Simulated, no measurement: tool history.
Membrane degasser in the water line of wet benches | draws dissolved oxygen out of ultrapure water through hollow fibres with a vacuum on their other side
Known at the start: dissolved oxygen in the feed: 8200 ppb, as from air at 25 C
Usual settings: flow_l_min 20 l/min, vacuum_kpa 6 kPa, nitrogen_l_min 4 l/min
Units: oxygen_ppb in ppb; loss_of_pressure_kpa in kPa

run 1 hour=0 | flow_l_min=20 vacuum_kpa=6 nitrogen_l_min=4 | oxygen_ppb=61.4 loss_of_pressure_kpa=60.91
run 2 hour=159.7 | flow_l_min=20 vacuum_kpa=6 nitrogen_l_min=7.44 | oxygen_ppb=45.3 loss_of_pressure_kpa=61.45
run 3 hour=319.4 | flow_l_min=20 vacuum_kpa=6 nitrogen_l_min=7.44 | oxygen_ppb=45.2 loss_of_pressure_kpa=61.3
run 4 hour=398.3 | flow_l_min=20 vacuum_kpa=6 nitrogen_l_min=4 | oxygen_ppb=62.1 loss_of_pressure_kpa=61
run 5 hour=505.4 | flow_l_min=20 vacuum_kpa=6 nitrogen_l_min=4 | oxygen_ppb=62.3 loss_of_pressure_kpa=61.23
run 6 hour=649.4 | flow_l_min=20 vacuum_kpa=6 nitrogen_l_min=4 | oxygen_ppb=60.3 loss_of_pressure_kpa=61.4
run 7 hour=774.9 | flow_l_min=20 vacuum_kpa=6 nitrogen_l_min=4 | oxygen_ppb=62.9 loss_of_pressure_kpa=61.27
run 8 hour=894.5 | flow_l_min=20 vacuum_kpa=6 nitrogen_l_min=4 | oxygen_ppb=62.1 loss_of_pressure_kpa=61.36
run 9 hour=1066.1 | flow_l_min=20 vacuum_kpa=6 nitrogen_l_min=4 | oxygen_ppb=62.9 loss_of_pressure_kpa=61.45
run 10 hour=1143.6 | flow_l_min=20 vacuum_kpa=6 nitrogen_l_min=4 | oxygen_ppb=64 loss_of_pressure_kpa=61.36
run 11 hour=1245.3 | flow_l_min=20 vacuum_kpa=6 nitrogen_l_min=4 | oxygen_ppb=63.3 loss_of_pressure_kpa=61.69
run 12 hour=1354.1 | flow_l_min=20 vacuum_kpa=6 nitrogen_l_min=4 | oxygen_ppb=64.6 loss_of_pressure_kpa=61.82
run 13 hour=1431.5 | flow_l_min=20 vacuum_kpa=6 nitrogen_l_min=4 | oxygen_ppb=63.2 loss_of_pressure_kpa=61.34
-- hour=1552.6 seals of the vacuum lines changed
run 14 hour=1621.9 | flow_l_min=20 vacuum_kpa=6 nitrogen_l_min=4 | oxygen_ppb=61.3 loss_of_pressure_kpa=61.85
run 15 hour=1748.3 | flow_l_min=20 vacuum_kpa=6 nitrogen_l_min=4 | oxygen_ppb=61.4 loss_of_pressure_kpa=61.55
run 16 hour=1939.3 | flow_l_min=20 vacuum_kpa=6 nitrogen_l_min=4 | oxygen_ppb=62.6 loss_of_pressure_kpa=61.64
run 17 hour=2127.8 | flow_l_min=20 vacuum_kpa=6 nitrogen_l_min=4 | oxygen_ppb=62.9 loss_of_pressure_kpa=61.83
run 18 hour=2266.1 | flow_l_min=20 vacuum_kpa=6 nitrogen_l_min=4 | oxygen_ppb=62 loss_of_pressure_kpa=61.9
run 19 hour=2368.1 | flow_l_min=20 vacuum_kpa=6 nitrogen_l_min=4 | oxygen_ppb=63 loss_of_pressure_kpa=61.87
run 20 hour=2545.4 | flow_l_min=20 vacuum_kpa=6 nitrogen_l_min=4 | oxygen_ppb=63.1 loss_of_pressure_kpa=62.03
run 21 hour=2684 | flow_l_min=20 vacuum_kpa=5.53 nitrogen_l_min=3.86 | oxygen_ppb=58.5 loss_of_pressure_kpa=62.24
-- hour=2755.3 vacuum gauge calibrated
run 22 hour=2833.8 | flow_l_min=20 vacuum_kpa=5.53 nitrogen_l_min=3.86 | oxygen_ppb=57.4 loss_of_pressure_kpa=61.55
run 23 hour=2949.5 | flow_l_min=27 vacuum_kpa=3.8 nitrogen_l_min=3.25 | oxygen_ppb=65 loss_of_pressure_kpa=83.86
run 24 hour=3080.7 | flow_l_min=27 vacuum_kpa=3.8 nitrogen_l_min=3.25 | oxygen_ppb=65.4 loss_of_pressure_kpa=83.9
run 25 hour=3244.5 | flow_l_min=13 vacuum_kpa=8.25 nitrogen_l_min=2.97 | oxygen_ppb=64.1 loss_of_pressure_kpa=40.2
run 26 hour=3362.5 | flow_l_min=13 vacuum_kpa=9.67 nitrogen_l_min=5.11 | oxygen_ppb=51.2 loss_of_pressure_kpa=40.25
run 27 hour=3478.8 | flow_l_min=20 vacuum_kpa=6 nitrogen_l_min=11.63 | oxygen_ppb=40.6 loss_of_pressure_kpa=62.04
run 28 hour=3638.6 | flow_l_min=16 vacuum_kpa=12.74 nitrogen_l_min=9.23 | oxygen_ppb=57.8 loss_of_pressure_kpa=49.76
run 29 hour=3742.9 | flow_l_min=20 vacuum_kpa=9.47 nitrogen_l_min=1.96 | oxygen_ppb=178.1 loss_of_pressure_kpa=62.4
run 30 hour=3857.9 | flow_l_min=20 vacuum_kpa=5.48 nitrogen_l_min=3.01 | oxygen_ppb=67.2 loss_of_pressure_kpa=61.78
run 31 hour=4033.8 | flow_l_min=18 vacuum_kpa=4.18 nitrogen_l_min=9.92 | oxygen_ppb=27.5 loss_of_pressure_kpa=55.85
run 32 hour=4141.4 | flow_l_min=20 vacuum_kpa=5.93 nitrogen_l_min=2.52 | oxygen_ppb=81.1 loss_of_pressure_kpa=62.77

4 ways to go on from here, each from the tool as it stands after run 32. What would each give?
run A hour=4329.5 | flow_l_min=20 vacuum_kpa=3.97 nitrogen_l_min=2.52 | oxygen_ppb=? loss_of_pressure_kpa=?
run B hour=4329.5 | flow_l_min=24 vacuum_kpa=12.75 nitrogen_l_min=5.57 | oxygen_ppb=? loss_of_pressure_kpa=?
run C hour=4329.5 | flow_l_min=19 vacuum_kpa=7.63 nitrogen_l_min=3.25 | oxygen_ppb=? loss_of_pressure_kpa=?
run D hour=4329.5 | flow_l_min=17 vacuum_kpa=7.57 nitrogen_l_min=4 | oxygen_ppb=? loss_of_pressure_kpa=?

run=A oxygen_ppb=44.3 loss_of_pressure_kpa=62.84
run=B oxygen_ppb=143.2 loss_of_pressure_kpa=75.01
run=C oxygen_ppb=88.7 loss_of_pressure_kpa=59.64
run=D oxygen_ppb=65.9 loss_of_pressure_kpa=53.1
Without the tool's hidden state the same runs would have given:
run=A oxygen_ppb=36 loss_of_pressure_kpa=59.98
run=B oxygen_ppb=132.6 loss_of_pressure_kpa=71.6
run=C oxygen_ppb=81.1 loss_of_pressure_kpa=56.93
run=D oxygen_ppb=59.8 loss_of_pressure_kpa=50.7

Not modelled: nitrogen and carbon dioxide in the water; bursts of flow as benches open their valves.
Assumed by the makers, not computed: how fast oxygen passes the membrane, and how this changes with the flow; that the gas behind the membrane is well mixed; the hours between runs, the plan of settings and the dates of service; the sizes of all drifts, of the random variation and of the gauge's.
